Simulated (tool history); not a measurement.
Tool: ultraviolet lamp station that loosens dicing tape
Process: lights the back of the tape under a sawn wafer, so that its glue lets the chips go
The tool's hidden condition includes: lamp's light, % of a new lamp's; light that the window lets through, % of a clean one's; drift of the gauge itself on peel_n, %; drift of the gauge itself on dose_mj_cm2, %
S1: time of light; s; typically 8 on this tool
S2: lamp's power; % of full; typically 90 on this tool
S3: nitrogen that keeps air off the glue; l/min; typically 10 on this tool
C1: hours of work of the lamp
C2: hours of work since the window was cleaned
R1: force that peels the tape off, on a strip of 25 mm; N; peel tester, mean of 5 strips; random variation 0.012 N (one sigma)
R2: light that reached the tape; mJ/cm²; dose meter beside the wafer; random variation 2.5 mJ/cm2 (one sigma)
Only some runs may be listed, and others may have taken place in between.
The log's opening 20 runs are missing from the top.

| run | hour | S1 | S2 | S3 | C1 | C2 | R1 | R2 |
|---|---|---|---|---|---|---|---|---|
| 21 | 472.7 | 8 | 90 | 10 | 1116 | 179 | 1.375 | 189 |
| 22 | 497.6 | 8 | 75 | 10 | 1135 | 198 | 1.842 | 154 |
| 23 | 530.5 | 7 | 90 | 9 | 1159 | 222 | 1.789 | 159 |
| 24 | 561.7 | 10 | 96 | 4 | 1182 | 246 | 1.436 | 238 |
| 25 | 586 | 10 | 96 | 4 | 1200 | 264 | 1.543 | 234 |
| 26 | 608.3 | 10 | 92 | 10 | 1217 | 280 | 1.097 | 218 |
| 27 | 636.7 | 9 | 92 | 10 | 1238 | 301 | 1.38 | 194 |
| 28 | 660.6 | 9 | 92 | 10 | 1256 | 319 | 1.395 | 188 |
| 29 | 678.9 | 9 | 92 | 10 | 1270 | 333 | 1.381 | 186 |
| 30 | 710.6 | 6 | 96 | 10 | 1293 | 356 | 2.118 | 127 |
|  | 721.8 | window cleaned of glue's vapour |
| 31 | 736.5 | 8 | 90 | 5 | 1312 | 11 | 1.782 | 183 |
| 32 | 751.7 | 13 | 98 | 18 | 1323 | 22 | 0.389 | 327 |
| 33 | 768.1 | 13 | 98 | 18 | 1336 | 34 | 0.388 | 322 |
| 34 | 791.7 | 13 | 98 | 18 | 1353 | 52 | 0.421 | 320 |
| 35 | 807.5 | 13 | 98 | 15 | 1365 | 64 | 0.465 | 311 |
|  | 826.2 | lamp changed |
| 36 | 830.9 | 13 | 98 | 15 | 3 | 80 | 0.168 | 525 |
| 37 | 863.9 | 11 | 96 | 6 | 28 | 105 | 0.39 | 428 |
| 38 | 889.5 | 9 | 66 | 6 | 47 | 124 | 1.245 | 237 |
| 39 | 905.2 | 9 | 66 | 6 | 59 | 136 | 1.211 | 238 |
| 40 | 921 | 9 | 66 | 6 | 71 | 147 | 1.222 | 229 |
| 41 | 941.7 | 9 | 66 | 6 | 86 | 163 | 1.275 | 230 |
| 42 | 958.7 | 10 | 90 | 3 | 99 | 175 | 0.923 | 341 |

Consider 5 possible next runs. They are alternatives, not a sequence: every one starts from the tool as it was left by run 42. What does each give?
| A | 981.8 | 10 | 85 | 13 | 116 | 193 | ? | ? |
| B | 981.8 | 6 | 62 | 4 | 116 | 193 | ? | ? |
| C | 981.8 | 10 | 90 | 3 | 116 | 193 | ? | ? |
| D | 981.8 | 8 | 79 | 5 | 116 | 193 | ? | ? |
| E | 981.8 | 14 | 90 | 3 | 116 | 193 | ? | ? |

| run | R1 | R2 |
|---|---|---|
| A | 0.5 | 320 |
| B | 2.574 | 143 |
| C | 0.985 | 338 |
| D | 1.272 | 241 |
| E | 0.5 | 476 |
With no hidden state in the tool, these same runs would have given:
| run | R1 | R2 |
|---|---|---|
| A | 0.36 | 371 |
| B | 2.256 | 165 |
| C | 0.755 | 392 |
| D | 1.01 | 280 |
| E | 0.36 | 553 |

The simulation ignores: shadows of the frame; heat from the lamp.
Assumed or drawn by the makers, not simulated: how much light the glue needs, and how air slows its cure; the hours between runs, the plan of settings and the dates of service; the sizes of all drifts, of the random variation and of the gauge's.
